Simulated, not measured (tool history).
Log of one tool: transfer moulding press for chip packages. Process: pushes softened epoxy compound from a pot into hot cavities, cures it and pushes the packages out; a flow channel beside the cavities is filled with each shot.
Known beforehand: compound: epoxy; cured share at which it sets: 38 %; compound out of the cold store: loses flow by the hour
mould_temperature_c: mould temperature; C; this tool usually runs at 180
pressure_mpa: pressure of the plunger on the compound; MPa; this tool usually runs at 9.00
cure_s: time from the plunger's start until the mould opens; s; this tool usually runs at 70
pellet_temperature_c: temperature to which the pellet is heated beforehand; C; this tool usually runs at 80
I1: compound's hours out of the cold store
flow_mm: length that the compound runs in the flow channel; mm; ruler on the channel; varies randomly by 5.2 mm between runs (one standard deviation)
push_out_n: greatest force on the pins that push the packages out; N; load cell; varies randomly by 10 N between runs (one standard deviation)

{"run": 1, "hour": 0.0, "mould_temperature_c": 180, "pressure_mpa": 9.0, "cure_s": 70, "pellet_temperature_c": 80, "I1": 36.3, "flow_mm": 661, "push_out_n": 441}
{"run": 2, "hour": 11.0, "mould_temperature_c": 180, "pressure_mpa": 9.0, "cure_s": 70, "pellet_temperature_c": 80, "I1": 20.7, "flow_mm": 698, "push_out_n": 454}
{"run": 3, "hour": 21.5, "mould_temperature_c": 180, "pressure_mpa": 9.0, "cure_s": 70, "pellet_temperature_c": 80, "I1": 13.6, "flow_mm": 712, "push_out_n": 488}
{"run": 4, "hour": 29.7, "mould_temperature_c": 180, "pressure_mpa": 9.0, "cure_s": 70, "pellet_temperature_c": 80, "I1": 8.7, "flow_mm": 723, "push_out_n": 482}
{"run": 5, "hour": 37.0, "mould_temperature_c": 180, "pressure_mpa": 9.0, "cure_s": 87, "pellet_temperature_c": 80, "I1": 36.7, "flow_mm": 672, "push_out_n": 363}
{"hour": 45.9, "done": "cavities cleaned with cleaning compound and waxed"}
{"run": 6, "hour": 49.4, "mould_temperature_c": 180, "pressure_mpa": 9.0, "cure_s": 87, "pellet_temperature_c": 80, "I1": 30.7, "flow_mm": 680, "push_out_n": 357}
{"run": 7, "hour": 60.6, "mould_temperature_c": 180, "pressure_mpa": 9.0, "cure_s": 70, "pellet_temperature_c": 80, "I1": 41.7, "flow_mm": 649, "push_out_n": 455}
{"run": 8, "hour": 69.8, "mould_temperature_c": 180, "pressure_mpa": 9.0, "cure_s": 70, "pellet_temperature_c": 80, "I1": 9.6, "flow_mm": 723, "push_out_n": 500}
{"run": 9, "hour": 75.9, "mould_temperature_c": 180, "pressure_mpa": 9.0, "cure_s": 70, "pellet_temperature_c": 80, "I1": 9.2, "flow_mm": 716, "push_out_n": 470}
{"run": 10, "hour": 81.4, "mould_temperature_c": 180, "pressure_mpa": 9.0, "cure_s": 70, "pellet_temperature_c": 80, "I1": 24.9, "flow_mm": 681, "push_out_n": 469}
{"run": 11, "hour": 90.5, "mould_temperature_c": 180, "pressure_mpa": 9.0, "cure_s": 70, "pellet_temperature_c": 80, "I1": 23.5, "flow_mm": 693, "push_out_n": 465}
{"run": 12, "hour": 99.6, "mould_temperature_c": 178, "pressure_mpa": 9.0, "cure_s": 70, "pellet_temperature_c": 80, "I1": 25.8, "flow_mm": 691, "push_out_n": 522}
{"hour": 110.0, "done": "cavities cleaned with cleaning compound and waxed"}
{"run": 13, "hour": 112.5, "mould_temperature_c": 178, "pressure_mpa": 9.0, "cure_s": 70, "pellet_temperature_c": 80, "I1": 9.7, "flow_mm": 732, "push_out_n": 540}
{"run": 14, "hour": 120.2, "mould_temperature_c": 178, "pressure_mpa": 9.0, "cure_s": 70, "pellet_temperature_c": 80, "I1": 42.8, "flow_mm": 659, "push_out_n": 486}
{"run": 15, "hour": 131.3, "mould_temperature_c": 178, "pressure_mpa": 9.0, "cure_s": 70, "pellet_temperature_c": 80, "I1": 41.6, "flow_mm": 654, "push_out_n": 493}
{"run": 16, "hour": 140.0, "mould_temperature_c": 178, "pressure_mpa": 9.0, "cure_s": 70, "pellet_temperature_c": 80, "I1": 27.2, "flow_mm": 693, "push_out_n": 516}
{"run": 17, "hour": 147.5, "mould_temperature_c": 180, "pressure_mpa": 9.0, "cure_s": 56, "pellet_temperature_c": 80, "I1": 9.6, "flow_mm": 722, "push_out_n": 820}
{"run": 18, "hour": 158.7, "mould_temperature_c": 180, "pressure_mpa": 8.24, "cure_s": 52, "pellet_temperature_c": 80, "I1": 44.2, "flow_mm": 625, "push_out_n": 862}
{"run": 19, "hour": 168.1, "mould_temperature_c": 184, "pressure_mpa": 8.95, "cure_s": 68, "pellet_temperature_c": 80, "I1": 42.4, "flow_mm": 640, "push_out_n": 384}
{"hour": 173.7, "done": "cavities cleaned with cleaning compound and waxed"}
{"run": 20, "hour": 181.3, "mould_temperature_c": 180, "pressure_mpa": 9.0, "cure_s": 91, "pellet_temperature_c": 80, "I1": 33.0, "flow_mm": 675, "push_out_n": 356}
{"run": 21, "hour": 188.7, "mould_temperature_c": 174, "pressure_mpa": 9.81, "cure_s": 70, "pellet_temperature_c": 80, "I1": 16.4, "flow_mm": 745, "push_out_n": 731}
{"run": 22, "hour": 199.4, "mould_temperature_c": 176, "pressure_mpa": 9.21, "cure_s": 51, "pellet_temperature_c": 88, "I1": 17.8, "flow_mm": 719, "push_out_n": 1220}
{"run": 23, "hour": 209.9, "mould_temperature_c": 176, "pressure_mpa": 7.36, "cure_s": 88, "pellet_temperature_c": 89, "I1": 35.2, "flow_mm": 610, "push_out_n": 390}
{"run": 24, "hour": 216.8, "mould_temperature_c": 176, "pressure_mpa": 9.0, "cure_s": 70, "pellet_temperature_c": 80, "I1": 11.0, "flow_mm": 729, "push_out_n": 623}
{"hour": 225.4, "done": "plunger's sealing rings changed"}
{"run": 25, "hour": 227.6, "mould_temperature_c": 176, "pressure_mpa": 9.0, "cure_s": 70, "pellet_temperature_c": 80, "I1": 34.0, "flow_mm": 677, "push_out_n": 578}
{"hour": 240.1, "done": "cavities cleaned with cleaning compound and waxed"}
{"run": 26, "hour": 240.1, "mould_temperature_c": 180, "pressure_mpa": 9.0, "cure_s": 61, "pellet_temperature_c": 83, "I1": 19.7, "flow_mm": 699, "push_out_n": 627}
{"run": 27, "hour": 249.9, "mould_temperature_c": 180, "pressure_mpa": 7.26, "cure_s": 99, "pellet_temperature_c": 71, "I1": 41.5, "flow_mm": 589, "push_out_n": 336}
{"run": 28, "hour": 261.6, "mould_temperature_c": 180, "pressure_mpa": 7.26, "cure_s": 99, "pellet_temperature_c": 71, "I1": 41.7, "flow_mm": 593, "push_out_n": 348}

Here are 4 independent what-if runs from the current tool condition. What would each one return?
{"run": "A", "hour": 269.5, "mould_temperature_c": 180, "pressure_mpa": 9.0, "cure_s": 70, "pellet_temperature_c": 82, "I1": 32.5, "flow_mm": "?", "push_out_n": "?"}
{"run": "B", "hour": 269.5, "mould_temperature_c": 180, "pressure_mpa": 7.26, "cure_s": 83, "pellet_temperature_c": 87, "I1": 47.8, "flow_mm": "?", "push_out_n": "?"}
{"run": "C", "hour": 269.5, "mould_temperature_c": 174, "pressure_mpa": 7.33, "cure_s": 61, "pellet_temperature_c": 71, "I1": 9.3, "flow_mm": "?", "push_out_n": "?"}
{"run": "D", "hour": 269.5, "mould_temperature_c": 180, "pressure_mpa": 7.55, "cure_s": 70, "pellet_temperature_c": 80, "I1": 36.7, "flow_mm": "?", "push_out_n": "?"}

run=A flow_mm=667 push_out_n=456
run=B flow_mm=571 push_out_n=366
run=C flow_mm=667 push_out_n=1046
run=D flow_mm=610 push_out_n=439
With no hidden state in the tool, these same runs would have given:
run=A flow_mm=667 push_out_n=453
run=B flow_mm=571 push_out_n=363
run=C flow_mm=667 push_out_n=1040
run=D flow_mm=610 push_out_n=437
